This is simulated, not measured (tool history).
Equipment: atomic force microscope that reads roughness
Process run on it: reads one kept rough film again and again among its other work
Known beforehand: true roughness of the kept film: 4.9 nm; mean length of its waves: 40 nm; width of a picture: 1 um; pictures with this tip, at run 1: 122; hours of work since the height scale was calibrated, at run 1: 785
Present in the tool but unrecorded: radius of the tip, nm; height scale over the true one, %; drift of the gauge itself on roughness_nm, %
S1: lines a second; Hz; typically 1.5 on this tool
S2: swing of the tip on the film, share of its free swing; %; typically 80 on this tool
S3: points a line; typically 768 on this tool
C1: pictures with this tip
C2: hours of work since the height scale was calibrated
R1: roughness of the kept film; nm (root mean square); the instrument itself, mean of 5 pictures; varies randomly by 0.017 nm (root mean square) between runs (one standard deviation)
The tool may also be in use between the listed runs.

run	day	S1	S2	S3	C1	C2	R1
1	0	1.5	80	768	122	785	4.191
2	1.375	1.5	80	315	177	807	4.179
3	2.625	1.5	80	315	227	827	4.177
# day 2.896: new tip fitted
4	4.167	1.5	80	315	51	851	4.19
5	5.525	1.5	80	315	105	872	4.175
6	7.342	1.5	80	315	179	901	4.18
7	8.642	1.5	80	768	231	922	4.228
# day 8.779: new tip fitted
8	10.567	1.5	80	768	72	952	4.195
9	12.362	0.52	80	768	144	980	4.401
10	14.25	0.52	80	768	220	1010	4.359
# day 14.746: new tip fitted
11	15.879	1.11	80	768	46	1036	4.288
12	17.6	3.33	62	460	115	1063	4.253
13	18.758	1.98	80	999	162	1081	4.101

Consider 4 possible next runs. They are alternatives, not a sequence: every one starts from the tool as it was left by run 13. What does each give?
A	19.854	1.01	80	999	206	1099	?
B	19.854	0.77	55	999	206	1099	?
C	19.854	1.5	72	768	206	1099	?
D	19.854	1.19	80	999	206	1099	?

run	R1
A	4.313
B	4.489
C	4.295
D	4.274
Stripped of hidden state, with their random variation kept, the same runs would have yielded:
run	R1
A	4.328
B	4.505
C	4.31
D	4.288

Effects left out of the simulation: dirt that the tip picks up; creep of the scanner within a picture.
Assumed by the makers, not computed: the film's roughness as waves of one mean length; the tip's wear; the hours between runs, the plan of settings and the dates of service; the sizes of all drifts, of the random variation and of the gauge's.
